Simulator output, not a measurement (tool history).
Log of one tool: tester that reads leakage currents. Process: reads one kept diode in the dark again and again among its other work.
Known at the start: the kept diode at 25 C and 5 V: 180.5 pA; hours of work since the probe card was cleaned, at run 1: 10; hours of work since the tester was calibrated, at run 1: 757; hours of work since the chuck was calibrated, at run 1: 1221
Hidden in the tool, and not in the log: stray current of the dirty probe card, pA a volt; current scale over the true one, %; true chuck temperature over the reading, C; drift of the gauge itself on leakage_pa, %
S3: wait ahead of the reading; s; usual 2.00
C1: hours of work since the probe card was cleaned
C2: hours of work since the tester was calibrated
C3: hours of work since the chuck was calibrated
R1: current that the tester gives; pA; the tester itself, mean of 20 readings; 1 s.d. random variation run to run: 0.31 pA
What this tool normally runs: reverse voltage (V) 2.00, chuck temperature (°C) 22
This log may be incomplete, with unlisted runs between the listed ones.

run 1 hour=0.0 | reverse_voltage_(V)=2.00 chuck_temperature_(°C)=22 S3=2.00 | C1=10 C2=757 C3=1221 | R1=89.17
run 2 hour=32.3 | reverse_voltage_(V)=2.00 chuck_temperature_(°C)=22 S3=2.00 | C1=29 C2=775 C3=1239 | R1=88.84
run 3 hour=63.4 | reverse_voltage_(V)=2.00 chuck_temperature_(°C)=22 S3=2.00 | C1=46 C2=793 C3=1257 | R1=88.21
run 4 hour=78.8 | reverse_voltage_(V)=2.00 chuck_temperature_(°C)=22 S3=2.00 | C1=55 C2=802 C3=1265 | R1=88.38
run 5 hour=111.2 | reverse_voltage_(V)=2.00 chuck_temperature_(°C)=22 S3=0.67 | C1=74 C2=820 C3=1284 | R1=88.58
run 6 hour=139.7 | reverse_voltage_(V)=2.00 chuck_temperature_(°C)=22 S3=2.40 | C1=90 C2=837 C3=1300 | R1=88.36
run 7 hour=171.9 | reverse_voltage_(V)=2.00 chuck_temperature_(°C)=22 S3=3.14 | C1=108 C2=855 C3=1318 | R1=87.99
run 8 hour=187.5 | reverse_voltage_(V)=2.00 chuck_temperature_(°C)=22 S3=3.14 | C1=117 C2=864 C3=1327 | R1=87.56
run 9 hour=220.2 | reverse_voltage_(V)=2.00 chuck_temperature_(°C)=22 S3=3.14 | C1=136 C2=882 C3=1346 | R1=88.08
run 10 hour=234.4 | reverse_voltage_(V)=1.04 chuck_temperature_(°C)=38 S3=0.41 | C1=144 C2=890 C3=1354 | R1=222.59
run 11 hour=253.8 | reverse_voltage_(V)=1.04 chuck_temperature_(°C)=38 S3=0.41 | C1=155 C2=901 C3=1365 | R1=220.39
run 12 hour=278.5 | reverse_voltage_(V)=2.00 chuck_temperature_(°C)=24 S3=3.27 | C1=169 C2=916 C3=1379 | R1=102.36
run 13 hour=294.4 | reverse_voltage_(V)=4.76 chuck_temperature_(°C)=28 S3=1.55 | C1=178 C2=925 C3=1388 | R1=195.28

5 options for the next run, each taken on its own from the tool as it stands now. Forecast them:
run A hour=322.9 | reverse_voltage_(V)=1.49 chuck_temperature_(°C)=28 S3=0.78 | C1=194 C2=941 C3=1404 | R1=?
run B hour=322.9 | reverse_voltage_(V)=2.68 chuck_temperature_(°C)=32 S3=0.51 | C1=194 C2=941 C3=1404 | R1=?
run C hour=322.9 | reverse_voltage_(V)=4.51 chuck_temperature_(°C)=40 S3=0.74 | C1=194 C2=941 C3=1404 | R1=?
run D hour=322.9 | reverse_voltage_(V)=2.00 chuck_temperature_(°C)=21 S3=2.00 | C1=194 C2=941 C3=1404 | R1=?
run E hour=322.9 | reverse_voltage_(V)=2.00 chuck_temperature_(°C)=22 S3=3.02 | C1=194 C2=941 C3=1404 | R1=?

run=A R1=123.33
run=B R1=208.71
run=C R1=452.12
run=D R1=80.57
run=E R1=87.12
The same runs, with their run-to-run variation unchanged, on a tool lacking any hidden condition would have given:
run=A R1=140.82
run=B R1=237.48
run=C R1=511.47
run=D R1=92.47
run=E R1=99.89
